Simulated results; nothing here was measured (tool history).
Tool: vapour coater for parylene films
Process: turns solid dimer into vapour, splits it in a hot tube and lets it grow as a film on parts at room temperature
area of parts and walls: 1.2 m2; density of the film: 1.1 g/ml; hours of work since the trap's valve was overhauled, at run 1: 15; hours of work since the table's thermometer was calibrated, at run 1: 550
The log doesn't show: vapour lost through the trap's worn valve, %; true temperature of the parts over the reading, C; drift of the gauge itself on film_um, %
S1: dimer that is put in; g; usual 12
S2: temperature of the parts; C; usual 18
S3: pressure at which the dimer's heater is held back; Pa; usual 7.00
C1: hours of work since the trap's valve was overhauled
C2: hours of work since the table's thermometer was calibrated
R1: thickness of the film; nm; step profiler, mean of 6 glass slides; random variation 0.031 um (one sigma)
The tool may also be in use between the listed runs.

run    hour  S1  S2     S3   C1    C2    R1
  1     0.0  12  18   7.00   15   550  3880
  2    33.3  12  18   2.32   44   579  4780
  3    51.0  12  18   2.32   59   594  4800
  4    85.1  12  18   2.32   88   624  4730
  5   108.9  12  18   2.32  109   644  4710
  6   149.0  12  18   7.00  143   679  3880
  7   188.0  12  18   7.00  177   712  3860
  8   217.9  12  18   7.77  203   738  3800
  9   242.6  12  18   7.77  224   759  3790
 10   273.6  12  18   7.77  251   786  3790
 11   290.2  12  18   7.00  265   801  3790
 12   307.8  12  20   7.00  280   816  3640
 13   326.4  12  20   7.00  297   832  3650
 14   347.2  12  18   2.40  314   850  4660
 15   386.2  12  18   2.40  348   883  4600
 16   414.6  12  18   2.40  373   908  4600
 17   433.1  12  18   2.40  389   924  4590
 18   462.8  12  18   2.40  414   950  4570
 19   501.1  12  18   4.54  447   983  4080
 20   538.1  12  18   4.54  479  1015  4050
 21   562.4  12  23   7.00  500  1035  3360
 22   581.4  12  23   7.00  517  1052  3340
 23   610.5  10  18   7.00  542  1077  3120
 24   643.6  10  18   7.00  570  1106  3100
 25   677.3  12  18   7.00  599  1135  3680
 26   699.5   6  12   2.59  618  1154  2550
 27   715.8   6  12   2.59  633  1168  2540
 28   736.9   6  12   2.59  651  1186  2530
 29   753.9   9  12   4.53  666  1201  3420
      770.3  -- trap's valve overhauled
 30   798.4   9  18   4.94   24  1236  3140
 31   822.0   6  18  11.83   45  1256  1760
 32   853.2  13  13   2.09   72  1283  5870
 33   869.8  13  13   8.71   86  1297  4530
 34   910.1   6  18   8.31  121  1332  1880
 35   929.1   6  18   8.31  137  1349  1880
 36   955.9   6  18   8.31  160  1372  1880
 37   979.1   6  18   8.31  180  1392  1890
 38  1009.2  15  29   8.31  206  1418  3750
 39  1036.5  15  29   8.31  230  1441  3670
 40  1070.3  18  21   2.41  259  1470  6640
 41  1097.6   9  18   2.02  282  1494  3600
     1109.1  -- table's thermometer calibrated
 42  1132.7   7  18   5.90  312    20  2240
 43  1155.0  10  14   5.90  331    40  3600
 44  1171.5   9  20   7.47  345    54  2620
 45  1209.7   9  20   7.47  378    87  2640
 46  1241.3  10  20   7.00  406   114  2910

3 ways to go on from here, each from the tool as it stands after run 46. What would each give?
  A  1264.9  12  10   7.00  426  134   ?
  B  1264.9   8  19  11.08  426  134   ?
  C  1264.9   8  18   7.00  426  134   ?

run    R1
  A  4420
  B  2230
  C  2440
Without the tool's hidden state the same runs would have given:
run    R1
  A  4610
  B  2330
  C  2540
